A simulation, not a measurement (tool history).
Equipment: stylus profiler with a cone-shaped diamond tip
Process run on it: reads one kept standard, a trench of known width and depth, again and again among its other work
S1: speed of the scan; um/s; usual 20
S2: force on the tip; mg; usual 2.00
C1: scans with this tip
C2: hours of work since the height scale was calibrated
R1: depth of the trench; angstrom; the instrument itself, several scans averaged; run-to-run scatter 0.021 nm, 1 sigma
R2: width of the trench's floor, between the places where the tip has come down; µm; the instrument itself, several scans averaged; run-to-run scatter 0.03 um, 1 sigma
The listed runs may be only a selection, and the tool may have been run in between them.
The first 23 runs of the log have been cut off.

At hour 1600.4: height scale calibrated on a step standard.
Run 24, hour 1679.6: usual settings but S1 13 um/s, S2 1.70 mg; C1 6489; C2 42. Result: R1 2023.8 angstrom, R2 46.35 µm.
Run 25, hour 1787.9: usual settings but S1 37 um/s, S2 0.92 mg; C1 6788; C2 100. Result: R1 2016.2 angstrom, R2 46.20 µm.
Run 26, hour 1854.8: usual settings but S1 11 um/s, S2 4.18 mg; C1 6973; C2 135. Result: R1 2043.7 angstrom, R2 46.33 µm.
Run 27, hour 1906.4: usual settings but S1 11 um/s, S2 4.18 mg; C1 7116; C2 163. Result: R1 2043.5 angstrom, R2 46.36 µm.
Run 28, hour 1998.3: usual settings but S1 11 um/s, S2 4.18 mg; C1 7370; C2 212. Result: R1 2044.1 angstrom, R2 46.32 µm.
Run 29, hour 2053.8: usual settings but S1 43 um/s, S2 2.30 mg; C1 7523; C2 241. Result: R1 2029.5 angstrom, R2 46.16 µm.
Run 30, hour 2162.6: usual settings but S1 34 um/s, S2 3.52 mg; C1 7824; C2 299. Result: R1 2039.5 angstrom, R2 46.19 µm.
Run 31, hour 2213.3: usual settings but S1 61 um/s, S2 5.16 mg; C1 7964; C2 326. Result: R1 2050.4 angstrom, R2 46.20 µm.
Run 32, hour 2292.7: usual settings but S1 61 um/s, S2 5.16 mg; C1 8184; C2 368. Result: R1 2050.6 angstrom, R2 46.10 µm.
Run 33, hour 2387.6: usual settings but S1 26 um/s, S2 1.26 mg; C1 8446; C2 419. Result: R1 2020.8 angstrom, R2 46.14 µm.
Run 34, hour 2464.6: usual settings but S1 17 um/s, S2 4.92 mg; C1 8659; C2 460. Result: R1 2049.6 angstrom, R2 46.21 µm.
Run 35, hour 2519.1: usual settings but S1 9 um/s, S2 2.10 mg; C1 8810; C2 489. Result: R1 2028.7 angstrom, R2 46.21 µm.
Run 36, hour 2577.8: usual settings but S1 7 um/s, S2 0.99 mg; C1 8972; C2 520. Result: R1 2017.9 angstrom, R2 46.11 µm.
Run 37, hour 2622.2: usual settings but S1 11 um/s, S2 1.27 mg; C1 9095; C2 543. Result: R1 2021.0 angstrom, R2 46.12 µm.
Run 38, hour 2722.4: usual settings but S1 12 um/s, S2 1.27 mg; C1 9371; C2 597. Result: R1 2021.4 angstrom, R2 46.10 µm.
Run 39, hour 2825.7: usual settings but S1 12 um/s, S2 1.27 mg; C1 9657; C2 652. Result: R1 2021.7 angstrom, R2 46.07 µm.
Run 40, hour 2920.0: usual settings but S1 26 um/s, S2 1.04 mg; C1 9918; C2 702. Result: R1 2019.0 angstrom, R2 46.02 µm.
Run 41, hour 2983.2: usual settings but S1 21 um/s, S2 3.86 mg; C1 10092; C2 735. Result: R1 2043.1 angstrom, R2 46.06 µm.
Run 42, hour 3029.4: usual settings but S1 21 um/s, S2 3.86 mg; C1 10220; C2 760. Result: R1 2043.2 angstrom, R2 46.00 µm.
Run 43, hour 3134.9: usual settings but S1 12 um/s, S2 3.35 mg; C1 10512; C2 816. Result: R1 2039.8 angstrom, R2 45.98 µm.
Run 44, hour 3191.3: usual settings but S1 25 um/s, S2 0.70 mg; C1 10668; C2 846. Result: R1 2015.5 angstrom, R2 45.87 µm.
Run 45, hour 3257.0: usual settings but S1 12 um/s, S2 1.30 mg; C1 10849; C2 881. Result: R1 2022.2 angstrom, R2 45.89 µm.
Run 46, hour 3352.3: usual settings but S2 1.36 mg; C1 11113; C2 932. Result: R1 2023.0 angstrom, R2 45.81 µm.

Forecast each of these 4 alternatives for the next run:
Run A, hour 3411.7: usual settings but S1 10 um/s, S2 1.31 mg; C1 11277; C2 963. Result: R1 ?, R2 ?.
Run B, hour 3411.7: usual settings but S1 7 um/s, S2 5.04 mg; C1 11277; C2 963. Result: R1 ?, R2 ?.
Run C, hour 3411.7: usual settings but S1 43 um/s, S2 3.55 mg; C1 11277; C2 963. Result: R1 ?, R2 ?.
Run D, hour 3411.7: usual settings but S1 5 um/s, S2 1.36 mg; C1 11277; C2 963. Result: R1 ?, R2 ?.

run      R1     R2
  A  2023.0  45.92
  B  2051.5  45.95
  C  2041.6  45.84
  D  2023.0  45.89
With no hidden state in the tool, these same runs would have given:
run      R1     R2
  A  2020.0  47.17
  B  2048.5  47.20
  C  2038.7  47.08
  D  2020.1  47.14
